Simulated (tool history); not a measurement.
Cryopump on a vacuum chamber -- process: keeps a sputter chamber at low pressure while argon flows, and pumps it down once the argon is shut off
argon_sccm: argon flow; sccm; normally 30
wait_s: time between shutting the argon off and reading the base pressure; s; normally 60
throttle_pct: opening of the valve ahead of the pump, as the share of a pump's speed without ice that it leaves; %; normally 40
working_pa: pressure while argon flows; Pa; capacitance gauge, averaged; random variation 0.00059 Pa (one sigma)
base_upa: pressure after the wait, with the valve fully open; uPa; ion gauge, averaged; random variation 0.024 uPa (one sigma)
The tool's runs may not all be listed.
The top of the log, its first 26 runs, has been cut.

run	day	argon_sccm	wait_s	throttle_pct	hours of work since the pump was warmed up and emptied	hours of work since the cold head was overhauled	hours of work since the chamber's fittings were tightened	working_pa	base_upa
27	15.083	46	48	18	246	246	929	0.2752	1.16
28	15.612	46	48	49	254	254	938	0.1055	1.14
29	15.975	14	101	26	259	259	943	0.0590	0.75
30	16.462	14	96	26	267	267	951	0.0586	0.75
31	16.967	14	62	26	275	275	959	0.0598	0.96
32	17.742	14	62	26	287	287	971	0.0588	0.99
33	18.104	14	62	50	292	292	976	0.0309	0.99
34	18.608	14	62	16	300	300	984	0.0932	0.94

Branching from run 34: 5 alternative next runs. What would each branch give?
A	19.075	37	60	23	307	307	991	?	?
B	19.075	17	25	22	307	307	991	?	?
C	19.075	33	60	28	307	307	991	?	?
D	19.075	14	57	32	307	307	991	?	?
E	19.075	33	32	16	307	307	991	?	?

run	working_pa	base_upa
A	0.1761	1.00
B	0.0843	1.96
C	0.1305	1.04
D	0.0496	1.02
E	0.2232	1.56
What these runs would have given with no unlogged condition in the tool:
run	working_pa	base_upa
A	0.1702	0.83
B	0.0816	1.77
C	0.1253	0.86
D	0.0474	0.84
E	0.2180	1.39

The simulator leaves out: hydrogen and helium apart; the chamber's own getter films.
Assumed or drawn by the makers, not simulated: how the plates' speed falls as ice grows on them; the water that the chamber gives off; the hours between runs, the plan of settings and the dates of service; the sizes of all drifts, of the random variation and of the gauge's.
